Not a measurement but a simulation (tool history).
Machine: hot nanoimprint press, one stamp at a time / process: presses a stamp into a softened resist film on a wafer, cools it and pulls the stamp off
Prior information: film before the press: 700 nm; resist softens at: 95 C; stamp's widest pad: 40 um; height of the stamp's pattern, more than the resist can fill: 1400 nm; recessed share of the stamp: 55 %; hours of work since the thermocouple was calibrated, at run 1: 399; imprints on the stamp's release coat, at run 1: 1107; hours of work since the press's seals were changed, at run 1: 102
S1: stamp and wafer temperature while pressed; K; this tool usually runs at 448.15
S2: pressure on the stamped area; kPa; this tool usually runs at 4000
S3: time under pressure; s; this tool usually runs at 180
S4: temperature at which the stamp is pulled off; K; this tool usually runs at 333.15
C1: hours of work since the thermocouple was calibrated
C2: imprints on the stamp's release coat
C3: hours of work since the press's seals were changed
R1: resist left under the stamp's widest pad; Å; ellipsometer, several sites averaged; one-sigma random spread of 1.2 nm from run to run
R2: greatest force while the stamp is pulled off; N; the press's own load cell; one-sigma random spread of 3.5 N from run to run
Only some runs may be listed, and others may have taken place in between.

run 1 hour=0.0 | S1=448.15 S2=4000 S3=180 S4=333.15 | C1=399 C2=1107 C3=102 | R1=3055 R2=198
run 2 hour=8.2 | S1=448.15 S2=4000 S3=180 S4=333.15 | C1=405 C2=1131 C3=108 | R1=3035 R2=194
run 3 hour=12.1 | S1=448.15 S2=4000 S3=180 S4=333.15 | C1=408 C2=1143 C3=111 | R1=3051 R2=203
run 4 hour=20.4 | S1=448.15 S2=4000 S3=180 S4=333.15 | C1=414 C2=1167 C3=117 | R1=3050 R2=198
run 5 hour=26.2 | S1=448.15 S2=4000 S3=180 S4=333.15 | C1=418 C2=1184 C3=122 | R1=3042 R2=203
run 6 hour=30.6 | S1=448.15 S2=4000 S3=180 S4=333.15 | C1=422 C2=1197 C3=125 | R1=3031 R2=200
run 7 hour=37.0 | S1=448.15 S2=4000 S3=180 S4=333.15 | C1=426 C2=1215 C3=130 | R1=3053 R2=194
-- hour=43.1 plate thermocouple calibrated
run 8 hour=44.1 | S1=448.15 S2=4000 S3=180 S4=333.15 | C1=1 C2=1228 C3=133 | R1=3191 R2=212
run 9 hour=50.9 | S1=448.15 S2=4000 S3=180 S4=333.15 | C1=6 C2=1248 C3=138 | R1=3154 R2=215
run 10 hour=57.7 | S1=438.15 S2=4000 S3=180 S4=333.15 | C1=11 C2=1267 C3=143 | R1=4370 R2=205
run 11 hour=66.6 | S1=438.15 S2=4000 S3=180 S4=333.15 | C1=18 C2=1294 C3=150 | R1=4393 R2=204
run 12 hour=75.3 | S1=448.15 S2=4000 S3=180 S4=333.15 | C1=24 C2=1319 C3=156 | R1=3151 R2=209
run 13 hour=83.4 | S1=448.15 S2=4000 S3=180 S4=333.15 | C1=30 C2=1343 C3=162 | R1=3140 R2=211
run 14 hour=90.6 | S1=448.15 S2=4000 S3=180 S4=333.15 | C1=35 C2=1364 C3=168 | R1=3166 R2=201
run 15 hour=95.9 | S1=448.15 S2=4000 S3=180 S4=336.15 | C1=39 C2=1379 C3=172 | R1=3144 R2=203
run 16 hour=102.0 | S1=448.15 S2=4000 S3=180 S4=336.15 | C1=44 C2=1397 C3=176 | R1=3144 R2=196
run 17 hour=110.7 | S1=448.15 S2=4000 S3=180 S4=332.15 | C1=50 C2=1423 C3=183 | R1=3143 R2=209
run 18 hour=115.6 | S1=448.15 S2=2640 S3=180 S4=332.15 | C1=54 C2=1437 C3=186 | R1=3812 R2=228
run 19 hour=121.6 | S1=448.15 S2=2640 S3=180 S4=332.15 | C1=59 C2=1455 C3=191 | R1=3822 R2=223
run 20 hour=126.3 | S1=448.15 S2=2640 S3=180 S4=332.15 | C1=62 C2=1469 C3=194 | R1=3824 R2=220
run 21 hour=134.4 | S1=454.15 S2=6190 S3=180 S4=339.15 | C1=68 C2=1492 C3=200 | R1=2038 R2=178
run 22 hour=142.9 | S1=443.15 S2=6190 S3=180 S4=324.15 | C1=75 C2=1517 C3=207 | R1=2997 R2=263
run 23 hour=150.3 | S1=450.15 S2=2800 S3=99 S4=324.15 | C1=80 C2=1539 C3=212 | R1=4233 R2=260
run 24 hour=155.9 | S1=450.15 S2=2800 S3=99 S4=324.15 | C1=84 C2=1555 C3=216 | R1=4257 R2=270
run 25 hour=160.3 | S1=451.15 S2=4520 S3=282 S4=324.15 | C1=87 C2=1568 C3=220 | R1=2248 R2=268
run 26 hour=167.4 | S1=451.15 S2=4520 S3=282 S4=324.15 | C1=93 C2=1589 C3=225 | R1=2237 R2=267
run 27 hour=176.1 | S1=451.15 S2=4520 S3=282 S4=324.15 | C1=99 C2=1615 C3=231 | R1=2244 R2=260
run 28 hour=183.2 | S1=451.15 S2=4520 S3=282 S4=324.15 | C1=105 C2=1636 C3=237 | R1=2250 R2=277

Predict the results of run 29:
run 29 hour=189.7 | S1=451.15 S2=3030 S3=92 S4=332.15 | C1=109 C2=1654 C3=242 | R1=? R2=?

Run 29 came out at R1 4047 Å, R2 223 N.
With the hidden condition absent and the run-to-run variation left alone, this run would have shown R1 4088 Å, R2 174 N.
